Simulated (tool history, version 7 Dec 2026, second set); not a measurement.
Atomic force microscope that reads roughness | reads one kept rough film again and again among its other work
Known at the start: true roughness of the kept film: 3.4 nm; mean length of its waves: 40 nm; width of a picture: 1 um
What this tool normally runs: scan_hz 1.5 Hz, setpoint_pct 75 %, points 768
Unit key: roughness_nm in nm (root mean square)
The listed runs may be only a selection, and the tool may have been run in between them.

run	hour	scan_hz	setpoint_pct	points	roughness_nm
1	0	1.5	75	768	2.91
2	21	1.5	75	768	2.931
3	57.4	1.5	75	768	2.946
4	89.8	1.5	79	768	2.835
5	135.6	0.67	75	768	3.098
6	159.4	0.67	75	768	3.071
7	185.8	0.67	75	768	3.122
8	229.1	1.5	75	332	2.901
9	254.4	1.5	75	332	2.911
10	291.3	0.66	75	332	3.096
11	322.5	0.66	75	332	3.118
12	363.4	0.66	75	332	3.072
13	391.5	0.66	62	332	3.145
14	432	1.5	75	768	2.925
15	476.9	3.56	75	768	2.56
16	508	3.56	75	768	2.571
17	531.2	0.67	75	768	3.081
18	564.3	3.99	75	768	2.488
19	609.8	1.77	75	768	2.871
20	637.1	1.77	75	768	2.888
21	678.9	1.5	74	768	2.922
22	698.4	1.23	65	768	3.073
23	728	0.88	88	796	2.88
24	771	0.88	88	796	2.897
25	793.8	2.02	82	335	2.673
26	817.9	2.57	80	765	2.606
27	846	0.64	84	391	3.02
28	867.8	0.97	79	327	2.979
29	895.4	2.91	61	327	2.934
30	930.2	2.91	85	327	2.372
31	957.3	0.78	64	274	3.135
32	999.8	0.78	64	274	3.137
33	1038.5	0.68	72	578	3.105
34	1084.7	3.81	72	600	2.612
35	1123.2	3.81	72	600	2.619

Missing from the log above: 11 entries noted between runs. For each, name the pair of listed runs it sits between and say how the tool's hidden condition differs from the listed run just before to the listed run just after:
After run 3, before run 4: new tip fitted (hour 81.2)
  radius of the tip, nm: 5.2 -> 5
After run 6, before run 7: new tip fitted (hour 185.8)
  radius of the tip, nm: 5.2 -> 5
After run 9, before run 10: new tip fitted (hour 290.1)
  radius of the tip, nm: 5.1 -> 5
After run 13, before run 14: new tip fitted (hour 394.4)
  radius of the tip, nm: 5.2 -> 5.1
After run 15, before run 16: new tip fitted (hour 497.8)
  radius of the tip, nm: 5.2 -> 5
After run 18, before run 19: new tip fitted (hour 603.5)
  radius of the tip, nm: 5.1 -> 5
After run 22, before run 23: new tip fitted (hour 707.4)
  radius of the tip, nm: 5.2 -> 5
After run 25, before run 26: new tip fitted (hour 810.6)
  radius of the tip, nm: 5.2 -> 5
After run 29, before run 30: new tip fitted (hour 916.2)
  radius of the tip, nm: 5.2 -> 5
After run 32, before run 33: new tip fitted (hour 1019.2)
  radius of the tip, nm: 5.2 -> 5
After run 34, before run 35: new tip fitted (hour 1121.6)
  radius of the tip, nm: 5.1 -> 5
